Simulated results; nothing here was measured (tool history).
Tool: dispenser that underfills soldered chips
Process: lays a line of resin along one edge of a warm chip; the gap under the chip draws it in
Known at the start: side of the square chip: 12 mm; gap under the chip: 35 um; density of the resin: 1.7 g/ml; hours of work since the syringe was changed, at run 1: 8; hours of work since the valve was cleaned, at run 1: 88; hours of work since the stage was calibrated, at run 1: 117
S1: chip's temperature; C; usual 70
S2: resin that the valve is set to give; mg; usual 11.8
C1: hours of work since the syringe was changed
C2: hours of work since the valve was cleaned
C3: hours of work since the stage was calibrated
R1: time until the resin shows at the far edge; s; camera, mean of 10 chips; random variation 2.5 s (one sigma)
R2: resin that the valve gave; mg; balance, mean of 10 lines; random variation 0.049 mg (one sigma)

run,hour,S1,S2,C1,C2,C3,R1,R2
1,0.0,70,11.8,8,88,117,507.6,11.27
# hour 1.2: new syringe of resin
2,3.2,70,11.8,1,90,119,302.5,11.26
3,7.1,77,11.8,4,92,121,263.1,11.24
4,10.8,80,11.8,7,95,124,282.4,11.17
# hour 12.9: dispensing valve cleaned and set on the balance
# hour 14.8: new syringe of resin
5,18.4,80,11.8,2,4,128,197.7,11.86
6,23.0,70,14.6,6,7,131,419.6,14.62
# hour 27.5: new syringe of resin
7,29.5,62,11.8,1,11,136,461.3,11.77
8,35.0,62,11.8,5,15,140,640.5,11.75
# hour 39.9: new syringe of resin
9,41.5,62,11.8,1,19,144,459.1,11.65
10,45.5,62,11.8,4,22,147,574.7,11.67
11,48.7,56,11.8,6,24,149,965.2,11.62
# hour 52.3: new syringe of resin
12,54.9,70,13.3,2,28,153,302.0,13.05
13,58.5,70,14.7,4,31,156,371.7,14.48
14,62.8,70,11.8,7,34,159,502.3,11.53
# hour 64.9: new syringe of resin
15,66.1,70,11.8,1,36,161,297.9,11.59
16,71.8,70,14.3,5,40,165,390.1,14.02
# hour 77.5: new syringe of resin
17,78.3,70,14.3,1,44,169,273.2,14.06
18,84.2,69,11.8,5,48,173,419.3,11.53
19,87.2,63,10.3,7,50,175,724.9,10.06
# hour 89.9: new syringe of resin
20,93.3,75,11.0,2,54,179,253.9,10.64
21,97.6,60,10.0,5,58,182,787.2,9.75
22,101.5,66,10.2,8,60,185,694.8,9.91
# hour 102.4: new syringe of resin
23,105.8,61,12.0,2,63,188,541.8,11.66
24,110.0,73,11.8,5,66,191,357.7,11.42
25,113.8,60,14.4,8,69,193,891.4,13.90
# hour 115.0: new syringe of resin
26,120.0,70,12.9,4,73,197,372.5,12.41
27,124.3,62,11.8,7,76,200,756.1,11.33
# hour 127.6: new syringe of resin
28,129.0,59,12.2,1,79,203,537.3,11.65
29,132.2,66,11.6,3,81,206,453.9,11.16
30,137.3,79,12.6,7,84,209,310.9,12.17
# hour 140.0: new syringe of resin
31,143.4,61,11.8,2,88,213,542.8,11.25
32,145.9,60,13.1,4,90,215,661.8,12.44
33,149.4,70,10.1,7,93,217,511.8,9.58
# hour 152.6: new syringe of resin
# hour 155.3: dispensing valve cleaned and set on the balance
34,155.3,65,10.1,1,0,220,405.1,10.22
35,159.6,63,11.9,4,3,223,558.7,11.95

3 ways to go on from here, each from the tool as it stands after run 35. What would each give?
A,162.3,56,12.8,6,5,225,?,?
B,162.3,62,10.2,6,5,225,?,?
C,162.3,63,10.7,6,5,225,?,?

run,R1,R2
A,972.6,12.79
B,736.0,10.22
C,676.7,10.67
Without the tool's hidden state the same runs would have given:
run,R1,R2
A,542.0,12.81
B,411.6,10.24
C,378.5,10.68

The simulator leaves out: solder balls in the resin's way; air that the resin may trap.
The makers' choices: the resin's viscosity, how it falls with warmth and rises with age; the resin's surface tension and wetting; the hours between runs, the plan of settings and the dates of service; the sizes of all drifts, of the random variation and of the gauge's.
